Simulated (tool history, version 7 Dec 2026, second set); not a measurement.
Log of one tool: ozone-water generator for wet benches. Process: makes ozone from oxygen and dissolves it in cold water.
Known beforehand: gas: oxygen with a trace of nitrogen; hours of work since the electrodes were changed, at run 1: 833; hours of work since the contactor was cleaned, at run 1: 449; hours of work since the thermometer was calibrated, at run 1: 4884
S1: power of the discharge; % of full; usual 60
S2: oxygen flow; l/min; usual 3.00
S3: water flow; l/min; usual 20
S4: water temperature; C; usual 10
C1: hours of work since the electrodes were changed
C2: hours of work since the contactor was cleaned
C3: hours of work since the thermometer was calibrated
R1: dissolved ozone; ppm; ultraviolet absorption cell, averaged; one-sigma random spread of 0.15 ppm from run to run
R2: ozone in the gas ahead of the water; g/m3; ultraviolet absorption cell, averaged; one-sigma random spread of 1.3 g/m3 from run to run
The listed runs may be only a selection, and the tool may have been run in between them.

run   hour  S1    S2  S3  S4    C1   C2    C3    R1     R2
  1    0.0  60  3.00  20  10   833  449  4884  18.5  247.0
  2   17.4  60  3.00  20  10   847  463  4898  18.7  245.5
  3   42.9  60  3.00  20  10   869  485  4920  18.7  248.1
  4   70.6  60  3.00  20  10   892  508  4943  18.6  244.7
  5  104.9  60  3.00  20  10   921  537  4972  18.5  245.4
  6  132.8  60  3.00  20  10   944  560  4995  18.7  247.6
  7  164.0  60  3.00  20  15   971  587  5021  17.7  245.7
  8  192.7  60  3.92  20  15   995  611  5046  18.0  212.3
  9  226.9  60  3.92  20  15  1023  639  5074  18.4  211.4
 10  256.7  60  3.00  15  10  1048  664  5099  23.8  246.5

Run 11 is up next; what results do you expect?
 11  287.4  60  3.00  30   6  1074  690  5125   ?   ?

Run 11 produced R1 12.7 ppm, R2 246.8 g/m3.
Were there no unlogged condition in the tool, this run, its random variation unchanged, would have produced R1 12.8 ppm, R2 246.9 g/m3.

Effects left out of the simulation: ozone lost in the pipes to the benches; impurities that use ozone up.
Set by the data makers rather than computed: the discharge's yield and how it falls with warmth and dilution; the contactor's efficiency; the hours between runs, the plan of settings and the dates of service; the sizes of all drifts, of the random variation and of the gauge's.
